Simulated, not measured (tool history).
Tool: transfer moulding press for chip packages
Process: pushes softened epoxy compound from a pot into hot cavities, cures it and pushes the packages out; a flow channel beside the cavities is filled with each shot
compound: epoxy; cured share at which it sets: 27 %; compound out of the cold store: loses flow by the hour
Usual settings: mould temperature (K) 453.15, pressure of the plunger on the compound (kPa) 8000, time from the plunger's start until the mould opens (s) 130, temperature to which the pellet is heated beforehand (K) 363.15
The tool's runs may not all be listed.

run   hour  mould temperature (K)  pressure of the plunger on the compound (kPa)  time from the plunger's start until the mould opens (s)  temperature to which the pellet is heated beforehand (K)  incoming compound's hours out of the cold store  length that the compound runs in the flow channel (mm)  greatest force on the pins that push the packages out (N)
  1    0.0                 453.15                                           8000                                                      130                                                    363.15                                             40.6                                                     715                                                        179
      41.6  -- plunger's sealing rings changed
  2   66.7                 453.15                                           8000                                                      130                                                    363.15                                             16.4                                                     808                                                        190
      81.8  -- cavities cleaned with cleaning compound and waxed
  3  147.6                 453.15                                           8000                                                      130                                                    363.15                                             15.5                                                     809                                                        194
     158.2  -- cavities cleaned with cleaning compound and waxed
  4  209.4                 453.15                                           8000                                                      130                                                    363.15                                             28.9                                                     754                                                        177
     227.9  -- mould's thermocouples calibrated
     240.0  -- cavities cleaned with cleaning compound and waxed
  5  255.8                 453.15                                           8000                                                      157                                                    363.15                                             41.5                                                     715                                                        158
  6  303.5                 453.15                                           8000                                                      157                                                    363.15                                             35.8                                                     732                                                        165
     316.7  -- cavities cleaned with cleaning compound and waxed
  7  387.5                 453.15                                           8000                                                      169                                                    363.15                                             36.2                                                     733                                                        161
     396.0  -- cavities cleaned with cleaning compound and waxed
  8  425.5                 453.15                                           8000                                                      169                                                    363.15                                             13.5                                                     818                                                        155
     476.1  -- cavities cleaned with cleaning compound and waxed
  9  486.2                 453.15                                           6410                                                      169                                                    354.15                                             34.3                                                     661                                                        158
     550.4  -- plunger's sealing rings changed
 10  551.2                 453.15                                           6410                                                      169                                                    354.15                                             29.9                                                     677                                                        158
     558.3  -- cavities cleaned with cleaning compound and waxed
 11  595.0                 459.15                                           7130                                                      134                                                    363.15                                              8.3                                                     762                                                        161
     640.4  -- cavities cleaned with cleaning compound and waxed
 12  663.3                 453.15                                           8660                                                      130                                                    361.15                                             47.4                                                     726                                                        185
     718.0  -- cavities cleaned with cleaning compound and waxed
 13  736.5                 453.15                                           6760                                                      136                                                    363.15                                             46.9                                                     637                                                        175
 14  775.4                 453.15                                           6760                                                      136                                                    363.15                                             46.1                                                     644                                                        179
     796.0  -- cavities cleaned with cleaning compound and waxed
 15  852.8                 457.15                                           7560                                                      165                                                    363.15                                             46.6                                                     665                                                        162

Forecast each of these 5 alternatives for the next run:
     872.6  -- cavities cleaned with cleaning compound and waxed
  A  905.6                 457.15                                           7300                                                      165                                                    363.15                                             46.1                                                       ?                                                          ?
     872.6  -- cavities cleaned with cleaning compound and waxed
  B  905.6                 457.15                                           9040                                                      165                                                    363.15                                             30.2                                                       ?                                                          ?
     872.6  -- cavities cleaned with cleaning compound and waxed
  C  905.6                 457.15                                           7560                                                      154                                                    367.15                                             24.0                                                       ?                                                          ?
     872.6  -- cavities cleaned with cleaning compound and waxed
  D  905.6                 455.15                                           7560                                                      165                                                    355.15                                             46.6                                                       ?                                                          ?
     872.6  -- cavities cleaned with cleaning compound and waxed
  E  905.6                 455.15                                           7560                                                      165                                                    368.15                                             21.3                                                       ?                                                          ?

run  length that the compound runs in the flow channel (mm)  greatest force on the pins that push the packages out (N)
  A                                                     652                                                        150
  B                                                     781                                                        157
  C                                                     739                                                        155
  D                                                     669                                                        160
  E                                                     752                                                        152
Without the tool's hidden state the same runs would have given:
run  length that the compound runs in the flow channel (mm)  greatest force on the pins that push the packages out (N)
  A                                                     653                                                        149
  B                                                     781                                                        156
  C                                                     739                                                        154
  D                                                     670                                                        159
  E                                                     753                                                        151

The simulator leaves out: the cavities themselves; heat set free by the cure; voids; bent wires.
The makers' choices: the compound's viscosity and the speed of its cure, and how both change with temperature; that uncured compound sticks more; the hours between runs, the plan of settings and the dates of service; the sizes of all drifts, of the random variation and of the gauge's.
